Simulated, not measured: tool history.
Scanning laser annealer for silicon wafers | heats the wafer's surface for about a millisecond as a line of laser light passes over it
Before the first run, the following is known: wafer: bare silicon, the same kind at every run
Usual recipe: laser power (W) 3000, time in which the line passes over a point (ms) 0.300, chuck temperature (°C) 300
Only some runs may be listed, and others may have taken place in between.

run    hour  laser power (W)  time in which the line passes over a point (ms)  chuck temperature (°C)  highest temperature of the surface (°C)
  1     0.0             3000                                            0.300                     300                                     1093
  2    74.9             3000                                            0.300                     300                                     1089
  3   128.7             3000                                            0.300                     300                                     1091
  4   208.6             3000                                            0.300                     300                                     1084
  5   300.2             3000                                            0.343                     300                                     1133
  6   370.5             3000                                            0.343                     300                                     1133
  7   430.3             3000                                            0.300                     300                                     1076
  8   481.5             3000                                            0.300                     300                                     1078
  9   547.4             3000                                            0.300                     300                                     1074
 10   617.8             3000                                            0.300                     300                                     1067
      653.2  -- optics aligned, line set to its width
 11   682.9             3000                                            0.300                     300                                     1085
 12   751.4             3000                                            0.300                     300                                     1081
 13   823.3             3000                                            0.300                     300                                     1074
      885.5  -- window over the wafer cleaned
 14   902.4             3000                                            0.300                     280                                     1080
 15   980.1             3000                                            0.300                     280                                     1077
 16  1065.1             2732                                            0.261                     280                                      950
 17  1139.7             3000                                            0.300                     305                                     1092
 18  1200.3             3113                                            0.275                     294                                     1079
 19  1280.4             2768                                            0.262                     299                                      975
 20  1330.1             2768                                            0.262                     299                                      972
 21  1398.2             2744                                            0.220                     299                                      908
 22  1465.9             2573                                            0.321                     262                                      939
 23  1539.6             3274                                            0.234                     306                                     1059
 24  1616.1             2735                                            0.300                     297                                      995
 25  1664.2             2591                                            0.332                     306                                      998
 26  1730.7             2591                                            0.332                     306                                      991
     1806.6  -- optics aligned, line set to its width
 27  1820.2             3000                                            0.253                     264                                      984
     1852.9  -- window over the wafer cleaned
 28  1903.0             3000                                            0.253                     264                                     1006

Branching from run 28: 4 alternative next runs. What would each branch give?
  A  1961.0             3160                                            0.253                     264                                        ?
  B  1961.0             3080                                            0.288                     300                                        ?
  C  1961.0             2666                                            0.291                     313                                        ?
  D  1961.0             3000                                            0.326                     264                                        ?

run  highest temperature of the surface (°C)
  A                                     1049
  B                                     1109
  C                                     1011
  D                                     1097
With no hidden state in the tool, these same runs would have given:
run  highest temperature of the surface (°C)
  A                                     1049
  B                                     1109
  C                                     1011
  D                                     1097
